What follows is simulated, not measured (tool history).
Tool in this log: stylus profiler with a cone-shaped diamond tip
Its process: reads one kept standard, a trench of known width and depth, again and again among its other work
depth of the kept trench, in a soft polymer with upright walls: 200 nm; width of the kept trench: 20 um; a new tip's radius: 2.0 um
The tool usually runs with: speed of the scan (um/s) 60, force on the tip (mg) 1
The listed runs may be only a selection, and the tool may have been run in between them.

run,hour,speed of the scan (um/s),force on the tip (mg),depth of the trench (Å),width of the trench's floor (um)
1,0,60,1,2014.3,17.67
2,15.3,60,1,2014.2,17.61
3,24.7,60,1,2013.2,17.66
4,43.1,60,1,2013.6,17.65
5,61.2,60,2.3,2022,17.72
6,71.7,60,1,2014.8,17.6
7,79.7,60,1,2014.3,17.64
8,98.5,60,1,2013.5,17.65
9,111.3,60,1,2013.5,17.6
10,120.9,60,1,2013.8,17.61
11,129.8,60,1.05,2014.2,17.63
12,148.3,60,1.05,2015.1,17.63
13,161.9,60,1.05,2014.1,17.58
14,180.7,60,1,2014.2,17.61
15,189.7,60,1,2014.8,17.64
16,203.3,102,1,2014.5,17.35
17,214.4,238,0.44,2009.4,16.12
# hour 215.6: height scale calibrated on a step standard
18,227.8,238,0.44,2010.1,16.05
19,239.1,238,0.44,2009.7,15.99
20,249.4,238,0.44,2009.5,16.05
21,262.4,238,0.44,2009.6,16.07
22,271,146,1.12,2014.8,17.2
23,285.2,15,0.5,2011.2,17.76
# hour 292.7: height scale calibrated on a step standard, once more
24,300.3,15,0.5,2007.9,17.77
25,312.2,15,0.5,2006.9,17.75
26,322.5,60,1.65,2016,17.56
27,330.7,16,0.7,2009.1,17.75
28,344.8,22,0.69,2009.1,17.71
29,353.9,105,0.69,2010,17.18

Consider 4 possible next runs. They are alternatives, not a sequence: every one starts from the tool as it was left by run 29. What does each give?
A,365.6,47,1.16,?,?
B,365.6,145,0.69,?,?
C,365.6,33,0.47,?,?
D,365.6,61,2.97,?,?

run,depth of the trench (Å),width of the trench's floor (um)
A,2014.1,17.61
B,2009.4,16.99
C,2007.8,17.56
D,2025.1,17.57
What these runs would have given with no unlogged condition in the tool:
run,depth of the trench (Å),width of the trench's floor (um)
A,2014,18.04
B,2009.3,17.42
C,2007.7,17.99
D,2025,18.01

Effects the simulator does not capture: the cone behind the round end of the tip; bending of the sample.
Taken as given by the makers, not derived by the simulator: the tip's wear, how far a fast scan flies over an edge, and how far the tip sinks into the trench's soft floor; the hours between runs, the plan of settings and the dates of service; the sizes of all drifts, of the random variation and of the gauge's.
